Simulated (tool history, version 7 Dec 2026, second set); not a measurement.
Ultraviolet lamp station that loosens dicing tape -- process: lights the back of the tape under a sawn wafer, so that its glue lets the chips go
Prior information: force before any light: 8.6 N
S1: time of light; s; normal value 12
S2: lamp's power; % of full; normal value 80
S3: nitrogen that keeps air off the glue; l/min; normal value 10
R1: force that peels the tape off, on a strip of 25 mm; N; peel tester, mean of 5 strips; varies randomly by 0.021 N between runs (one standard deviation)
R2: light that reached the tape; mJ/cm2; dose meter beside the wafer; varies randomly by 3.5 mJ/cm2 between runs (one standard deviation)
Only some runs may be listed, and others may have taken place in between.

run   hour  S1  S2  S3     R1   R2
  1      0  12  80  10  1.102  546
  2   37.9  12  80  10  1.144  545
  3   55.9  12  80  10  1.163  539
  4   72.6  12  80  10  1.189  539
  5   96.5  12  91  10   0.93  604
  6  121.8  12  80  16  0.919  536
  7  156.8   7  80  10  2.665  310
  8  185.3   7  80  10  2.656  309
  9  212.9   7  80  10  2.726  306
 10  248.4   7  80  10  2.688  303
 11  268.2   7  80  10  2.798  302
 12  285.8  12  80  10  1.258  508
 13  323.8  12  80  10  1.259  511
 14  345.7  12  80  10   1.29  505
 15  363.7  12  80  10  1.285  500
 16  389.6  12  80  10  1.309  498
 17  410.3  12  78  10  1.377  492
 18  445.3  12  78  10  1.434  483
     449.9  -- window cleaned of glue's vapour
 19  468.1  12  78  10  1.556  460
 20  489.1   9  80   7  2.626  356
 21    516  12  80  15  1.242  466
 22  551.8   7  74   8  3.526  246
 23  585.9  11  87   8  1.714  455
 24  605.7  11  87   8   1.76  456
       628  -- window cleaned of glue's vapour, once more
 25    628  11  99   8  1.164  596
 26  646.2  12  80  10  1.259  521
 27    678  15  75   7  1.205  605
 28  701.5  17  63  10   1.06  574
 29  730.6  17  84  10  0.581  760
 30  758.6  20  78   5  0.811  819
 31  791.5  12  80   5  1.914  508
 32  810.6  20  80  15  0.365  835
 33  831.7   7  94  11  2.304  347
 34  852.3   7  94  11  2.257  342
 35  884.2   8  70   4  3.789  286
 36  919.1   8  70   4  3.886  287

5 ways to go on from here, each from the tool as it stands after run 36. What would each give?
  A  943.5  23  64   4   ?   ?
  B  943.5  14  70  12   ?   ?
  C  943.5  12  80  10   ?   ?
  D  943.5  14  61   4   ?   ?
  E  943.5   6  70   4   ?   ?

run     R1   R2
  A    1.2  745
  B    1.2  499
  C  1.417  489
  D  2.701  432
  E  4.793  218
Take away the tool's hidden state, keep each run's random variation, and the runs would have read:
run     R1   R2
  A  0.839  897
  B  0.842  601
  C  1.014  588
  D  2.142  520
  E  4.258  261

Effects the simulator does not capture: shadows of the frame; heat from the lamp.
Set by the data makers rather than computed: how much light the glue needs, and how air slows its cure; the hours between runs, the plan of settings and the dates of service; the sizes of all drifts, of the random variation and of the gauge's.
